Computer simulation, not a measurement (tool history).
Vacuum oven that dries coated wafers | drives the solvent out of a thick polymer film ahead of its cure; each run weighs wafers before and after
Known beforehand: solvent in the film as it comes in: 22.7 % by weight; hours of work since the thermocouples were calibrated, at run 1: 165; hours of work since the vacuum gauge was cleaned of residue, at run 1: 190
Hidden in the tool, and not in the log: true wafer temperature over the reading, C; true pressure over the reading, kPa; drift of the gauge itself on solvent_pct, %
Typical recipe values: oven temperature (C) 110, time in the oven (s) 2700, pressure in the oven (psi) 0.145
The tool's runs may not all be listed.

run,hour,oven temperature (C),time in the oven (s),pressure in the oven (psi),hours of work since the thermocouples were calibrated,hours of work since the vacuum gauge was cleaned of residue,solvent left in the film (%)
1,0,110,2700,0.145,165,190,1.55
2,11.3,110,2040,0.145,170,195,2.66
3,17.7,110,2700,0.145,172,198,1.63
4,22.8,110,2700,0.145,175,200,1.51
5,28.6,110,2700,0.145,177,202,1.51
6,39.6,110,2700,0.145,181,207,1.63
7,48.6,110,2700,0.145,185,210,1.62
8,53.6,110,2700,0.145,187,212,1.66
9,63.5,110,2700,0.145,191,216,1.55
10,75,110,2700,0.145,196,221,1.66
11,87.3,110,1980,0.145,201,226,2.68
12,93.2,110,1980,0.145,203,229,2.67
13,103,123,4740,0.386,207,233,1.08
14,112.2,115,1980,0.431,211,236,2.76
15,118.2,110,2700,0.131,214,239,1.6
16,128.9,118,3180,0.074,218,243,0.45
17,139.2,113,2700,0.087,222,248,0.93
18,151.4,106,4800,0.145,227,253,0.97
19,162,105,3840,0.178,232,257,1.55
20,169.6,110,2700,0.286,235,260,2.13
21,179.4,121,2700,0.286,239,264,0.99
22,186.2,121,2700,0.286,242,267,0.92
23,191.6,121,2700,0.286,244,269,1.14
24,198.9,120,2700,0.145,247,272,0.66

Here are 3 independent what-if runs from the current tool condition. What would each one return?
A,209.2,120,2940,0.145,251,276,?
B,209.2,104,1740,0.199,251,276,?
C,209.2,98,2700,0.145,251,276,?

run,solvent left in the film (%)
A,0.63
B,5.2
C,4.06
Had the tool no hidden state, the same runs would have come out as:
run,solvent left in the film (%)
A,0.57
B,4.99
C,3.85
